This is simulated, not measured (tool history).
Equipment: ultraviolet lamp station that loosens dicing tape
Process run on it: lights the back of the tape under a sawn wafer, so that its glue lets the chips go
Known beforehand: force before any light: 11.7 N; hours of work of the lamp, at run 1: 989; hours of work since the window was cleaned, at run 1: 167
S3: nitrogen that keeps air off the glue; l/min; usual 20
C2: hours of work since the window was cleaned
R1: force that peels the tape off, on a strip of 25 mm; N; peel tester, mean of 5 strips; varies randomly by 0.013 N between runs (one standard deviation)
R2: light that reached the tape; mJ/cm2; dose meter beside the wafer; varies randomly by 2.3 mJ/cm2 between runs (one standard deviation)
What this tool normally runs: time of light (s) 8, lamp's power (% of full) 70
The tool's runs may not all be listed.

run 1 hour=0 | time_of_light_(s)=8 lamp's_power_(%_of_full)=70 S3=20 | hours_of_work_of_the_lamp=989 C2=167 | R1=0.6 R2=208
run 2 hour=22.5 | time_of_light_(s)=6 lamp's_power_(%_of_full)=70 S3=20 | hours_of_work_of_the_lamp=1005 C2=183 | R1=1.121 R2=159
-- hour=57 window cleaned of glue's vapour
run 3 hour=63 | time_of_light_(s)=8 lamp's_power_(%_of_full)=70 S3=20 | hours_of_work_of_the_lamp=1033 C2=4 | R1=0.584 R2=206
run 4 hour=104.8 | time_of_light_(s)=8 lamp's_power_(%_of_full)=70 S3=20 | hours_of_work_of_the_lamp=1063 C2=34 | R1=0.609 R2=205
run 5 hour=127 | time_of_light_(s)=8 lamp's_power_(%_of_full)=70 S3=20 | hours_of_work_of_the_lamp=1079 C2=50 | R1=0.597 R2=205
run 6 hour=165 | time_of_light_(s)=8 lamp's_power_(%_of_full)=70 S3=20 | hours_of_work_of_the_lamp=1106 C2=77 | R1=0.613 R2=209
-- hour=199.6 lamp changed
run 7 hour=199.6 | time_of_light_(s)=8 lamp's_power_(%_of_full)=70 S3=20 | hours_of_work_of_the_lamp=0 C2=101 | R1=0.58 R2=211
run 8 hour=225.8 | time_of_light_(s)=8 lamp's_power_(%_of_full)=70 S3=20 | hours_of_work_of_the_lamp=19 C2=120 | R1=0.59 R2=205
run 9 hour=250.4 | time_of_light_(s)=4 lamp's_power_(%_of_full)=83 S3=24 | hours_of_work_of_the_lamp=36 C2=138 | R1=1.6 R2=120
run 10 hour=277.7 | time_of_light_(s)=8 lamp's_power_(%_of_full)=66 S3=10 | hours_of_work_of_the_lamp=56 C2=157 | R1=1.177 R2=196
run 11 hour=307.5 | time_of_light_(s)=10 lamp's_power_(%_of_full)=86 S3=25 | hours_of_work_of_the_lamp=77 C2=178 | R1=0.236 R2=320
run 12 hour=331.9 | time_of_light_(s)=10 lamp's_power_(%_of_full)=70 S3=17 | hours_of_work_of_the_lamp=95 C2=196 | R1=0.408 R2=265
-- hour=345.6 window cleaned of glue's vapour
run 13 hour=357 | time_of_light_(s)=10 lamp's_power_(%_of_full)=63 S3=11 | hours_of_work_of_the_lamp=112 C2=8 | R1=0.733 R2=237
run 14 hour=377 | time_of_light_(s)=8 lamp's_power_(%_of_full)=99 S3=20 | hours_of_work_of_the_lamp=126 C2=22 | R1=0.288 R2=294
run 15 hour=418.6 | time_of_light_(s)=8 lamp's_power_(%_of_full)=99 S3=20 | hours_of_work_of_the_lamp=156 C2=52 | R1=0.297 R2=294
run 16 hour=448.7 | time_of_light_(s)=11 lamp's_power_(%_of_full)=77 S3=9 | hours_of_work_of_the_lamp=178 C2=74 | R1=0.435 R2=312

Predict each of these 3 candidate next runs independently; none follows another, all start after run 16:
run A hour=472.8 | time_of_light_(s)=9 lamp's_power_(%_of_full)=64 S3=11 | hours_of_work_of_the_lamp=195 C2=91 | R1=? R2=?
run B hour=472.8 | time_of_light_(s)=11 lamp's_power_(%_of_full)=85 S3=9 | hours_of_work_of_the_lamp=195 C2=91 | R1=? R2=?
run C hour=472.8 | time_of_light_(s)=11 lamp's_power_(%_of_full)=62 S3=9 | hours_of_work_of_the_lamp=195 C2=91 | R1=? R2=?

run=A R1=0.9 R2=214
run=B R1=0.352 R2=353
run=C R1=0.726 R2=252
What these runs would have given with no unlogged condition in the tool:
run=A R1=0.898 R2=215
run=B R1=0.352 R2=353
run=C R1=0.724 R2=252
